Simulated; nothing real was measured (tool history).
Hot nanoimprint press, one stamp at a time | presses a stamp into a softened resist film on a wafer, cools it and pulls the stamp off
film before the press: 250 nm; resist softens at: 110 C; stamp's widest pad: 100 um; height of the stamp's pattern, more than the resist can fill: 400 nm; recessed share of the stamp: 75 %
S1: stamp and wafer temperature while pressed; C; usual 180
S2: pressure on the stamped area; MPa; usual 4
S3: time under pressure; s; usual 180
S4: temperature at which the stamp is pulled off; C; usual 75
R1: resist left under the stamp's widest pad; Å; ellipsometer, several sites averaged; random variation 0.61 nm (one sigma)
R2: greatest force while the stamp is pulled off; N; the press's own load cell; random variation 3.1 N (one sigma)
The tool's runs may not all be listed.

{"run": 1, "hour": 0.0, "S1": 180, "S2": 4, "S3": 180, "S4": 75, "R1": 1474, "R2": 208}
{"run": 2, "hour": 7.6, "S1": 180, "S2": 4, "S3": 180, "S4": 75, "R1": 1466, "R2": 209}
{"hour": 16.8, "done": "stamp cleaned and given a new release coat"}
{"run": 3, "hour": 19.0, "S1": 180, "S2": 4, "S3": 180, "S4": 75, "R1": 1471, "R2": 205}
{"run": 4, "hour": 23.0, "S1": 180, "S2": 4, "S3": 180, "S4": 75, "R1": 1468, "R2": 204}
{"run": 5, "hour": 29.3, "S1": 180, "S2": 4, "S3": 180, "S4": 75, "R1": 1460, "R2": 205}
{"run": 6, "hour": 36.3, "S1": 180, "S2": 4, "S3": 180, "S4": 75, "R1": 1470, "R2": 207}
{"run": 7, "hour": 40.1, "S1": 178, "S2": 4, "S3": 180, "S4": 75, "R1": 1577, "R2": 205}
{"run": 8, "hour": 46.8, "S1": 178, "S2": 4, "S3": 180, "S4": 75, "R1": 1583, "R2": 205}
{"run": 9, "hour": 50.7, "S1": 178, "S2": 4, "S3": 180, "S4": 75, "R1": 1589, "R2": 208}
{"run": 10, "hour": 58.7, "S1": 180, "S2": 4, "S3": 180, "S4": 75, "R1": 1473, "R2": 210}
{"run": 11, "hour": 62.8, "S1": 180, "S2": 4, "S3": 180, "S4": 75, "R1": 1473, "R2": 207}
{"run": 12, "hour": 71.5, "S1": 180, "S2": 2.87, "S3": 180, "S4": 75, "R1": 1647, "R2": 204}
{"run": 13, "hour": 79.2, "S1": 180, "S2": 2.87, "S3": 180, "S4": 75, "R1": 1645, "R2": 207}
{"run": 14, "hour": 87.1, "S1": 180, "S2": 2.87, "S3": 180, "S4": 75, "R1": 1670, "R2": 211}
{"run": 15, "hour": 95.5, "S1": 180, "S2": 4, "S3": 180, "S4": 75, "R1": 1477, "R2": 205}
{"run": 16, "hour": 103.4, "S1": 180, "S2": 5.83, "S3": 93, "S4": 69, "R1": 1576, "R2": 222}
{"run": 17, "hour": 112.4, "S1": 180, "S2": 5.83, "S3": 93, "S4": 69, "R1": 1566, "R2": 220}

Forecast run 18:
{"run": 18, "hour": 119.9, "S1": 180, "S2": 5.72, "S3": 180, "S4": 75, "R1": "?", "R2": "?"}

{"run 18": {"R1": 1283, "R2": 204}}
Without the tool's hidden state the same run would have given R1 1281 Å, R2 204 N.

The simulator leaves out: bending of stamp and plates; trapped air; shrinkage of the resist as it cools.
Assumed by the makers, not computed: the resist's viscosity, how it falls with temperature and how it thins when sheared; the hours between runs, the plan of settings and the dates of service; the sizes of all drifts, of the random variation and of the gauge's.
